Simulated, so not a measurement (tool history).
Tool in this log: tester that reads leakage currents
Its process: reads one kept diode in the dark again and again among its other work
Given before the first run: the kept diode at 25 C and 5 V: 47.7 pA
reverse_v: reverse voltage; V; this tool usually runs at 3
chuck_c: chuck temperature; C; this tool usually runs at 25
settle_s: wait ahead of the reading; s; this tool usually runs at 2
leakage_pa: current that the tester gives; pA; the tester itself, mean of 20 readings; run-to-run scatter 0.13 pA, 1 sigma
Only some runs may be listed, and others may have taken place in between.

run   hour  reverse_v  chuck_c  settle_s  leakage_pa
  1      0          3       25         2       42.66
  2   23.7          3       25         2       42.81
  3     38          3       25         2       43.02
  4   66.8          3       25      0.86       43.21
  5   85.9          3       31         2       64.75
  6  112.3          3       25         2       42.82
  7  133.3          3       25         2       42.78
  8  147.6          3       25         2       43.02
  9  177.3          3       25         2       43.24
 10  194.7       1.33       25         2       32.88
 11  217.7       1.33       25         2       33.17
 12  247.2          3       25         2       43.18
 13    260          3       25      0.66       43.49
 14  287.7          3       25      0.66       43.58
 15  310.1          3       25      0.66       43.75
 16  323.8          3       25         2       43.29
 17  350.7          3       25         2       43.49
     355.4  -- chuck's temperature calibrated
 18  378.5          3       25         2       44.24
 19  391.2          3       25         2       44.46
 20  407.8          3       25         2       44.32
 21  425.1          3       27      3.21       51.08
 22  451.5       1.16       25      4.13       32.41
 23  477.7          3       33      0.86       77.44
     494.6  -- chuck's temperature calibrated, once more
 24  502.3          3       33      0.86          72
 25  522.3      13.18       32      4.46      110.78
 26  552.3        7.8       32      4.11       92.51
 27  581.4        7.8       30      0.93       81.87
 28  601.9          3       27      1.88          48
 29  622.6          3       27      1.88       48.43
 30  636.5      18.85       34      1.49      144.49
 31  666.2      18.85       34      1.49      144.52
 32  694.4      18.85       34      1.49      144.49
 33  711.9          1       34      1.02       54.65
 34  731.2       3.01       32      0.62       68.41
 35  760.8      10.75       28       0.4       80.65
 36  782.1       4.52       38       0.4      117.42
 37  810.6       4.52       38       8.4      117.27
 38  839.3       4.52       38       8.4      117.55
 39  862.1          3       33      5.86       73.48

Below, each run's measurement less what the same run would have read without the hidden state. Both values contain the same run-to-run variation, but the gauge's scatter may not be the same in both:
What the log doesn't record here: stray current of the dirty probe card, pA a volt; current scale over the true one, %; true chuck temperature over the reading, C; drift of the gauge itself on leakage_pa, %.
run  leakage_pa
  1       +1.95
  2          +2
  3       +2.04
  4        +2.1
  5       +2.88
  6       +2.19
  7       +2.24
  8       +2.28
  9       +2.35
 10       +1.64
 11       +1.69
 12       +2.49
 13       +2.52
 14       +2.58
 15       +2.64
 16       +2.65
 17       +2.72
 18       +3.52
 19       +3.58
 20       +3.58
 21       +4.04
 22       +2.48
 23        +5.8
 24       +0.64
 25       +3.04
 26       +1.94
 27       +2.05
 28       +0.87
 29       +0.93
 30       +5.25
 31        +5.5
 32       +5.71
 33       +0.68
 34       +1.35
 35       +3.52
 36       +2.39
 37       +2.54
 38       +2.68
 39       +1.82

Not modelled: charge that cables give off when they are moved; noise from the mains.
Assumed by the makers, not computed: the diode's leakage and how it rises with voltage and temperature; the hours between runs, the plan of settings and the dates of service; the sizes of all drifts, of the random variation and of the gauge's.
